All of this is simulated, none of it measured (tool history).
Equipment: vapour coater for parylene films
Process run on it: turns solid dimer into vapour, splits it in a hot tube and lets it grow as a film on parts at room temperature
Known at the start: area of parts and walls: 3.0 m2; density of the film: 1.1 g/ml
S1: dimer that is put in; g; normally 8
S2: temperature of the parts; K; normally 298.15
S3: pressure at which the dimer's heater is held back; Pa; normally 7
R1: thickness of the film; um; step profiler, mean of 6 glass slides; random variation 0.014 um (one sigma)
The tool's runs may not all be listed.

Run 1, hour 0: usual settings. Result: R1 1.15 um.
Run 2, hour 15.3: usual settings. Result: R1 1.15 um.
Run 3, hour 28.9: usual settings. Result: R1 1.19 um.
Run 4, hour 44.4: usual settings. Result: R1 1.16 um.
Run 5, hour 55.4: usual settings. Result: R1 1.15 um.
Run 6, hour 64.4: usual settings. Result: R1 1.17 um.
Run 7, hour 82: usual settings. Result: R1 1.16 um.
Run 8, hour 93.3: usual settings. Result: R1 1.17 um.
Run 9, hour 106.5: usual settings but S3 4.64 Pa. Result: R1 1.22 um.
Run 10, hour 119.3: usual settings but S3 4.64 Pa. Result: R1 1.23 um.
Run 11, hour 129.4: usual settings but S2 293.15 K. Result: R1 1.36 um.
Run 12, hour 141.5: usual settings but S2 293.15 K. Result: R1 1.35 um.
Run 13, hour 155.6: usual settings but S2 293.15 K. Result: R1 1.32 um.
Run 14, hour 164: usual settings but S2 293.15 K. Result: R1 1.35 um.
Run 15, hour 171.4: usual settings but S2 293.15 K. Result: R1 1.32 um.
Run 16, hour 188.3: usual settings but S2 293.15 K, S3 2.92 Pa. Result: R1 1.51 um.
Run 17, hour 203: usual settings but S2 293.15 K, S3 2.92 Pa. Result: R1 1.52 um.
Run 18, hour 213.1: usual settings but S2 293.15 K, S3 2.92 Pa. Result: R1 1.48 um.
Run 19, hour 229.1: usual settings but S2 293.15 K, S3 2.92 Pa. Result: R1 1.5 um.
Run 20, hour 240.5: usual settings but S2 293.15 K, S3 2.92 Pa. Result: R1 1.5 um.
Run 21, hour 254.2: usual settings but S3 3.18 Pa. Result: R1 1.31 um.
Run 22, hour 261.8: usual settings but S3 3.18 Pa. Result: R1 1.29 um.
Run 23, hour 278.9: usual settings but S3 3.18 Pa. Result: R1 1.31 um.
Run 24, hour 295.4: usual settings. Result: R1 1.15 um.
Run 25, hour 303.8: usual settings but S3 8.92 Pa. Result: R1 1.13 um.
Run 26, hour 316: usual settings but S2 309.15 K. Result: R1 0.86 um.
Run 27, hour 326.7: usual settings but S2 309.15 K. Result: R1 0.86 um.
At hour 331.6: trap's valve overhauled.
Run 28, hour 340.1: usual settings but S1 4 g, S2 293.15 K, S3 4.63 Pa. Result: R1 0.71 um.
Run 29, hour 349.5: usual settings but S1 4 g, S3 4.48 Pa. Result: R1 0.62 um.
Run 30, hour 362: usual settings but S1 4 g, S3 4.48 Pa. Result: R1 0.62 um.
Run 31, hour 373.4: usual settings but S1 4 g, S3 4.48 Pa. Result: R1 0.6 um.
Run 32, hour 388.7: usual settings but S1 6 g, S2 299.15 K, S3 5.81 Pa. Result: R1 0.88 um.
Run 33, hour 396.3: usual settings but S1 6 g, S2 299.15 K, S3 5.81 Pa. Result: R1 0.86 um.
Run 34, hour 408.6: usual settings but S1 6 g, S2 299.15 K, S3 5.81 Pa. Result: R1 0.89 um.
Run 35, hour 422.4: usual settings but S1 4 g, S2 301.15 K, S3 5.81 Pa. Result: R1 0.55 um.
Run 36, hour 434.8: usual settings but S1 4 g, S2 301.15 K, S3 5.81 Pa. Result: R1 0.57 um.
Run 37, hour 450.6: usual settings but S1 4 g, S2 301.15 K, S3 5.81 Pa. Result: R1 0.57 um.
Run 38, hour 465: usual settings but S1 5 g, S3 2.58 Pa. Result: R1 0.86 um.
Run 39, hour 475.8: usual settings but S1 6 g, S2 292.15 K, S3 2.86 Pa. Result: R1 1.16 um.
Run 40, hour 489.5: usual settings but S1 13 g, S2 294.15 K, S3 4.22 Pa. Result: R1 2.23 um.
Run 41, hour 499.1: usual settings but S1 4 g, S2 293.15 K, S3 9.04 Pa. Result: R1 0.65 um.
Run 42, hour 510.6: usual settings but S1 12 g, S2 294.15 K, S3 3.83 Pa. Result: R1 2.13 um.
Run 43, hour 520.1: usual settings but S1 4 g, S2 302.15 K, S3 5.38 Pa. Result: R1 0.55 um.
Run 44, hour 531.9: usual settings but S1 4 g, S2 302.15 K, S3 2.62 Pa. Result: R1 0.61 um.
Run 45, hour 545: usual settings but S1 3 g. Result: R1 0.46 um.
Run 46, hour 555.7: usual settings but S1 4 g, S3 8.93 Pa. Result: R1 0.56 um.
Run 47, hour 568.3: usual settings but S1 4 g, S3 8.93 Pa. Result: R1 0.55 um.

3 options for the next run, each taken on its own from the tool as it stands now. Forecast them:
Run A, hour 575.9: usual settings but S1 4 g, S2 293.15 K, S3 2.31 Pa. Result: R1 ?.
Run B, hour 575.9: usual settings but S1 14 g, S2 293.15 K, S3 3.76 Pa. Result: R1 ?.
Run C, hour 575.9: usual settings but S3 8.12 Pa. Result: R1 ?.

run    R1
  A  0.78
  B   2.6
  C  1.15
Take away the tool's hidden state, keep each run's random variation, and the runs would have read:
run    R1
  A  0.78
  B   2.6
  C  1.15

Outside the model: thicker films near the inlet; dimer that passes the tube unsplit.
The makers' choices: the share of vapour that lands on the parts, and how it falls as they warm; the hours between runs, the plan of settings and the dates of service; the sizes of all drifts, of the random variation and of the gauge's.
